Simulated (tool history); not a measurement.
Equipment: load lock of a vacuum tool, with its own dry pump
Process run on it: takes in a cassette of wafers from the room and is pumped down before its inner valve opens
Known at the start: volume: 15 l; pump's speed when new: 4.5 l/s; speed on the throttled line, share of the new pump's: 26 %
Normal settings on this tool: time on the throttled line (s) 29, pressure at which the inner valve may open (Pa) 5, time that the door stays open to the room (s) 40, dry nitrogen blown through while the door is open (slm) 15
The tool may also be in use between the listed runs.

run,hour,time on the throttled line (s),pressure at which the inner valve may open (Pa),time that the door stays open to the room (s),dry nitrogen blown through while the door is open (slm),"incoming humidity of the room's air, %",time from the closed door until the inner valve may open (s),rise of the pressure with all valves shut (Pa/min)
1,0,29,5,40,15,43.7,54.9,0.05
2,232.9,29,5,40,15,43.6,55.6,0.053
3,523.7,29,5,40,15,40.4,54.5,0.046
4,718.6,29,5,40,15,45.6,55.6,0.049
5,970,29,5,40,15,45.7,54.3,0.053
6,1129.1,29,5,40,15,46.7,54.6,0.059
7,1419.8,29,5,40,15,44.1,55,0.049
8,1617.3,29,5,40,15,41.9,56.2,0.038
9,1948.1,38,6,40,7,44.8,61.1,0.06
10,2282.6,29,9,40,15,43,53.4,0.053
# hour 2475.6: dry pump taken out, an overhauled one fitted
11,2506.7,29,5,29,24,46.4,55.2,0.043
12,2677.6,14,8,40,15,42.5,42.6,0.051
13,2883.9,29,6,40,15,46.9,54,0.057
14,3099.5,29,5,40,16,45.6,55.1,0.06
15,3326.4,40,5,40,13,42.6,63.6,0.047
16,3478,29,8,40,15,42.4,52.4,0.044

Below are 3 alternative next runs, each starting from the tool's condition after run 16. Predict each:
A,3622.4,20,4,40,13,46.6,?,?
B,3622.4,29,10,214,15,44.9,?,?
C,3622.4,29,8,40,15,44.9,?,?

run,time from the closed door until the inner valve may open (s),rise of the pressure with all valves shut (Pa/min)
A,48.6,0.057
B,52.6,0.084
C,53.3,0.052
Had the tool no hidden state, the same runs would have come out as:
run,time from the closed door until the inner valve may open (s),rise of the pressure with all valves shut (Pa/min)
A,48.6,0.057
B,52.6,0.084
C,53.3,0.052
